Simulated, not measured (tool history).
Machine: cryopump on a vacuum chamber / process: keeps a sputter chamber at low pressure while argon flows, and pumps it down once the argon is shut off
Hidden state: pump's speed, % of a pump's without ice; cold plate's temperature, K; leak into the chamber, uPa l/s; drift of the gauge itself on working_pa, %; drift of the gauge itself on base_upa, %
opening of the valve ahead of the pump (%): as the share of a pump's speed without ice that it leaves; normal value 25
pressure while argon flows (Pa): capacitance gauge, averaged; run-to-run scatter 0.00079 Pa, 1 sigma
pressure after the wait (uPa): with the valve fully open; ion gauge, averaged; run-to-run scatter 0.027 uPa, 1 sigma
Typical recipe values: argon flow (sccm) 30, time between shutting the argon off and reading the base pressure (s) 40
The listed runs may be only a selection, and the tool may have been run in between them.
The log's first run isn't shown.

run    hour  argon flow (sccm)  time between shutting the argon off and reading the base pressure (s)  opening of the valve ahead of the pump (%)  hours of work since the pump was warmed up and emptied  hours of work since the cold head was overhauled  hours of work since the chamber's fittings were tightened  pressure while argon flows (Pa)  pressure after the wait (uPa)
  2    57.1                 30                                                                     40                                          25                                                     161                                              1342                                                        754                           0.1555                           2.02
  3   107.3                 30                                                                     40                                          25                                                     201                                              1382                                                        793                           0.1557                           2.14
  4   210.9                 30                                                                     40                                          25                                                     283                                              1464                                                        876                            0.157                           2.25
  5   293.4                 30                                                                     40                                          25                                                     349                                              1530                                                        941                           0.1575                            2.3
  6   356.6                 30                                                                     40                                          25                                                     399                                              1580                                                        992                           0.1575                           2.45
  7   464.2                 30                                                                     40                                          25                                                     484                                              1665                                                       1077                           0.1585                           2.59
  8   508.3                 30                                                                     40                                          25                                                     520                                              1700                                                       1112                            0.159                           2.53
  9   596.9                 32                                                                     40                                          25                                                     590                                              1771                                                       1183                           0.1698                           2.75
 10   683.6                 32                                                                     40                                          25                                                     659                                              1840                                                       1252                            0.172                           2.86
 11   751.5                 47                                                                     40                                          25                                                     713                                              1894                                                       1306                           0.2517                           2.85
 12   823.6                 47                                                                     40                                          25                                                     770                                              1951                                                       1363                           0.2526                           3.07
 13   907.7                 30                                                                     40                                          25                                                     837                                              2018                                                       1430                           0.1626                           3.05
 14  1007.9                 30                                                                     40                                          25                                                     917                                              2098                                                       1510                           0.1643                           3.29
 15  1062.1                 30                                                                     40                                          25                                                     960                                              2141                                                       1553                           0.1633                           3.32
 16  1166.8                 30                                                                     40                                          25                                                    1043                                              2224                                                       1636                           0.1656                           3.49
 17  1246.6                 30                                                                     40                                          18                                                    1107                                              2288                                                       1699                           0.2251                           3.64
     1306.5  -- pump warmed up, emptied and cooled again
 18    1354                 30                                                                    207                                          25                                                      38                                              2369                                                       1781                           0.1553                           2.34
 19  1456.6                 34                                                                     40                                          25                                                     119                                              2451                                                       1863                           0.1762                           3.34
 20  1559.9                 28                                                                     82                                          41                                                     202                                              2533                                                       1945                           0.0904                           2.94

Run 21, settings as shown, results not yet in. Your forecast:
 21  1641.3                 23                                                                    256                                          41                                                     266                                              2597                                                       2009                                ?                              ?

pressure while argon flows (Pa): 0.075
pressure after the wait (uPa): 2.8
With no hidden state in the tool, this same run would have given pressure while argon flows (Pa) 0.0726, pressure after the wait (uPa) 0.41.
